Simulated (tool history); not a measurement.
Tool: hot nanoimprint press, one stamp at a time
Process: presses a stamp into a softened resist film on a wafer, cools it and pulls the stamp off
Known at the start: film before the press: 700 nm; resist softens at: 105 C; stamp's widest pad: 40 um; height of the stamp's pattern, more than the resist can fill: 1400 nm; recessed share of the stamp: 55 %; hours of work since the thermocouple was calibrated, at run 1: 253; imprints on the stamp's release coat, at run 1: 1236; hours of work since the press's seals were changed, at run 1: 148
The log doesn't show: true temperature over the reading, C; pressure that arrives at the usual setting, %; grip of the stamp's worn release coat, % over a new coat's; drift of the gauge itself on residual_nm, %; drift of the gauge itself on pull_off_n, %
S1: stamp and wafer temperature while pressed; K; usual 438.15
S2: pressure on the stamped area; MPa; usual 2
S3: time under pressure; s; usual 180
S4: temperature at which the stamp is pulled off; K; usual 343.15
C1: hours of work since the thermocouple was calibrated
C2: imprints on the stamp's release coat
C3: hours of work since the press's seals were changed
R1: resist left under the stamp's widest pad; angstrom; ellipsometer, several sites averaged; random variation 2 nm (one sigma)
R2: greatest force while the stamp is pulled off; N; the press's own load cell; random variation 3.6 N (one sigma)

Run 1, hour 0: usual settings; C1 253; C2 1236; C3 148. Result: R1 3057 angstrom, R2 245 N.
Run 2, hour 20: usual settings; C1 269; C2 1351; C3 163. Result: R1 3027 angstrom, R2 255 N.
Run 3, hour 38.9: usual settings but S2 2.44 MPa; C1 284; C2 1461; C3 178. Result: R1 2763 angstrom, R2 258 N.
Run 4, hour 59.6: usual settings but S2 2.44 MPa; C1 301; C2 1580; C3 195. Result: R1 2761 angstrom, R2 264 N.
Run 5, hour 80.2: usual settings but S1 433.15 K; C1 317; C2 1699; C3 211. Result: R1 3772 angstrom, R2 274 N.
Run 6, hour 89.9: usual settings but S4 340.15 K; C1 325; C2 1755; C3 219. Result: R1 2992 angstrom, R2 277 N.
Run 7, hour 99.2: usual settings but S4 340.15 K; C1 332; C2 1809; C3 226. Result: R1 2991 angstrom, R2 293 N.
Run 8, hour 107.9: usual settings but S4 340.15 K; C1 339; C2 1859; C3 233. Result: R1 2982 angstrom, R2 286 N.
Run 9, hour 127.5: usual settings but S1 448.15 K; C1 355; C2 1972; C3 249. Result: R1 1930 angstrom, R2 289 N.
Run 10, hour 141.4: usual settings but S3 123 s; C1 366; C2 2053; C3 260. Result: R1 3452 angstrom, R2 290 N.
Run 11, hour 153.2: usual settings but S3 123 s; C1 375; C2 2121; C3 269. Result: R1 3463 angstrom, R2 297 N.
Run 12, hour 163.7: usual settings but S3 123 s; C1 384; C2 2181; C3 278. Result: R1 3432 angstrom, R2 306 N.
At hour 175.4: stamp cleaned and given a new release coat.
Run 13, hour 185.6: usual settings but S1 426.15 K, S3 128 s; C1 396; C2 59; C3 290. Result: R1 5358 angstrom, R2 171 N.
At hour 189.5: plate thermocouple calibrated.
Run 14, hour 204.1: usual settings but S1 430.15 K, S2 2.86 MPa, S3 186 s, S4 333.15 K; C1 12; C2 149; C3 303. Result: R1 3504 angstrom, R2 191 N.
Run 15, hour 219: usual settings but S1 445.15 K, S2 2.75 MPa, S3 143 s, S4 349.15 K; C1 23; C2 235; C3 315. Result: R1 1985 angstrom, R2 171 N.
Run 16, hour 229: usual settings but S1 432.15 K, S4 342.15 K; C1 31; C2 293; C3 323. Result: R1 3727 angstrom, R2 193 N.
Run 17, hour 245: usual settings but S1 434.15 K, S2 1.67 MPa, S3 143 s, S4 350.15 K; C1 44; C2 385; C3 335. Result: R1 3927 angstrom, R2 177 N.
At hour 261.1: plate thermocouple calibrated, once more.
Run 18, hour 268.9: usual settings but S1 434.15 K, S2 1.67 MPa, S3 143 s, S4 350.15 K; C1 6; C2 506; C3 352. Result: R1 4394 angstrom, R2 187 N.
Run 19, hour 288.9: usual settings but S1 437.15 K, S2 2.36 MPa, S3 126 s, S4 339.15 K; C1 22; C2 622; C3 368. Result: R1 3566 angstrom, R2 222 N.
Run 20, hour 309.1: usual settings but S1 443.15 K; C1 38; C2 738; C3 384. Result: R1 2558 angstrom, R2 219 N.
Run 21, hour 321.4: usual settings but S1 443.15 K; C1 48; C2 810; C3 394. Result: R1 2571 angstrom, R2 218 N.

3 ways to go on from here, each from the tool as it stands after run 21. What would each give?
Run A, hour 336.3: usual settings but S3 138 s; C1 60; C2 895; C3 406. Result: R1 ?, R2 ?.
Run B, hour 336.3: usual settings but S1 439.15 K, S2 2.29 MPa; C1 60; C2 895; C3 406. Result: R1 ?, R2 ?.
Run C, hour 336.3: usual settings but S1 436.15 K; C1 60; C2 895; C3 406. Result: R1 ?, R2 ?.

run    R1   R2
  A  3554  227
  B  2870  226
  C  3496  226
Without the tool's hidden state the same runs would have given:
run    R1   R2
  A  3527  176
  B  2837  175
  C  3471  175
